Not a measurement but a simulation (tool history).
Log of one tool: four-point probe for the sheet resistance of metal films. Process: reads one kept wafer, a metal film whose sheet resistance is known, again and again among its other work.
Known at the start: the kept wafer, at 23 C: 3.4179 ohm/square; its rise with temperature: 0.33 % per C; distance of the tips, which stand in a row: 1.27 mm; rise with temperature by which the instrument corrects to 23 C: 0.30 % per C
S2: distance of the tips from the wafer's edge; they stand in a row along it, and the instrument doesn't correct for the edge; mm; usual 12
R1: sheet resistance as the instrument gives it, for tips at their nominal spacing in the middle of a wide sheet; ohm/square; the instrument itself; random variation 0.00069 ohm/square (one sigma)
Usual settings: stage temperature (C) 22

{"run": 1, "hour": 0.0, "stage temperature (C)": 22, "S2": 12, "R1": 3.405983}
{"run": 2, "hour": 28.4, "stage temperature (C)": 22, "S2": 12, "R1": 3.407191}
{"run": 3, "hour": 62.9, "stage temperature (C)": 22, "S2": 12, "R1": 3.406331}
{"run": 4, "hour": 99.9, "stage temperature (C)": 22, "S2": 12, "R1": 3.407468}
{"run": 5, "hour": 157.3, "stage temperature (C)": 22, "S2": 12, "R1": 3.407847}
{"run": 6, "hour": 218.1, "stage temperature (C)": 22, "S2": 12, "R1": 3.409247}
{"run": 7, "hour": 252.9, "stage temperature (C)": 24, "S2": 12, "R1": 3.41091}
{"run": 8, "hour": 292.2, "stage temperature (C)": 22, "S2": 55, "R1": 3.390299}
{"run": 9, "hour": 326.1, "stage temperature (C)": 22, "S2": 55, "R1": 3.389844}
{"run": 10, "hour": 376.5, "stage temperature (C)": 22, "S2": 55, "R1": 3.39003}
{"run": 11, "hour": 418.2, "stage temperature (C)": 28, "S2": 12, "R1": 3.41646}
{"run": 12, "hour": 475.0, "stage temperature (C)": 28, "S2": 12, "R1": 3.417164}
{"run": 13, "hour": 509.2, "stage temperature (C)": 33, "S2": 12, "R1": 3.423478}
{"run": 14, "hour": 563.2, "stage temperature (C)": 22, "S2": 12, "R1": 3.410125}
{"run": 15, "hour": 611.9, "stage temperature (C)": 22, "S2": 12, "R1": 3.410313}
{"run": 16, "hour": 656.4, "stage temperature (C)": 22, "S2": 12, "R1": 3.411201}
{"run": 17, "hour": 684.5, "stage temperature (C)": 20, "S2": 12, "R1": 3.408651}
{"run": 18, "hour": 733.8, "stage temperature (C)": 20, "S2": 12, "R1": 3.409394}
{"run": 19, "hour": 779.6, "stage temperature (C)": 20, "S2": 12, "R1": 3.409721}
{"run": 20, "hour": 818.5, "stage temperature (C)": 20, "S2": 72, "R1": 3.389552}
{"run": 21, "hour": 868.1, "stage temperature (C)": 22, "S2": 12, "R1": 3.413064}
{"run": 22, "hour": 920.4, "stage temperature (C)": 22, "S2": 12, "R1": 3.413736}
{"run": 23, "hour": 967.0, "stage temperature (C)": 22, "S2": 12, "R1": 3.413459}
{"run": 24, "hour": 1024.6, "stage temperature (C)": 20, "S2": 16, "R1": 3.403308}
{"hour": 1031.0, "done": "stage's thermometer calibrated"}
{"run": 25, "hour": 1067.5, "stage temperature (C)": 20, "S2": 68, "R1": 3.393473}
{"run": 26, "hour": 1114.9, "stage temperature (C)": 20, "S2": 68, "R1": 3.39323}
{"run": 27, "hour": 1153.9, "stage temperature (C)": 34, "S2": 59, "R1": 3.409594}
{"run": 28, "hour": 1191.9, "stage temperature (C)": 34, "S2": 59, "R1": 3.409756}
{"run": 29, "hour": 1236.9, "stage temperature (C)": 24, "S2": 71, "R1": 3.397898}
{"run": 30, "hour": 1274.8, "stage temperature (C)": 30, "S2": 10, "R1": 3.4338}
{"hour": 1285.8, "done": "stage's thermometer calibrated, once more"}
{"run": 31, "hour": 1329.5, "stage temperature (C)": 25, "S2": 7, "R1": 3.451779}
{"run": 32, "hour": 1362.0, "stage temperature (C)": 29, "S2": 25, "R1": 3.401987}
{"run": 33, "hour": 1414.1, "stage temperature (C)": 29, "S2": 10, "R1": 3.428021}
{"run": 34, "hour": 1452.6, "stage temperature (C)": 23, "S2": 16, "R1": 3.40353}
{"run": 35, "hour": 1481.3, "stage temperature (C)": 26, "S2": 18, "R1": 3.405016}
{"run": 36, "hour": 1530.3, "stage temperature (C)": 26, "S2": 18, "R1": 3.40575}
{"run": 37, "hour": 1570.2, "stage temperature (C)": 24, "S2": 57, "R1": 3.393515}
{"run": 38, "hour": 1619.9, "stage temperature (C)": 22, "S2": 59, "R1": 3.391083}
{"run": 39, "hour": 1674.7, "stage temperature (C)": 32, "S2": 6, "R1": 3.482859}
{"run": 40, "hour": 1715.8, "stage temperature (C)": 27, "S2": 15, "R1": 3.411476}
{"run": 41, "hour": 1741.9, "stage temperature (C)": 27, "S2": 15, "R1": 3.411211}
{"run": 42, "hour": 1770.5, "stage temperature (C)": 34, "S2": 21, "R1": 3.414527}
{"run": 43, "hour": 1800.2, "stage temperature (C)": 29, "S2": 51, "R1": 3.401853}
{"run": 44, "hour": 1841.5, "stage temperature (C)": 24, "S2": 17, "R1": 3.406236}
{"run": 45, "hour": 1869.0, "stage temperature (C)": 24, "S2": 17, "R1": 3.405928}

Forecast each of these 4 alternatives for the next run:
{"run": "A", "hour": 1908.5, "stage temperature (C)": 23, "S2": 12, "R1": "?"}
{"run": "B", "hour": 1908.5, "stage temperature (C)": 24, "S2": 57, "R1": "?"}
{"run": "C", "hour": 1908.5, "stage temperature (C)": 31, "S2": 13, "R1": "?"}
{"run": "D", "hour": 1908.5, "stage temperature (C)": 22, "S2": 36, "R1": "?"}

run=A R1=3.414659
run=B R1=3.397084
run=C R1=3.420799
run=D R1=3.395505
Without the tool's hidden state the same runs would have given:
run=A R1=3.438075
run=B R1=3.420396
run=C R1=3.444299
run=D R1=3.418795
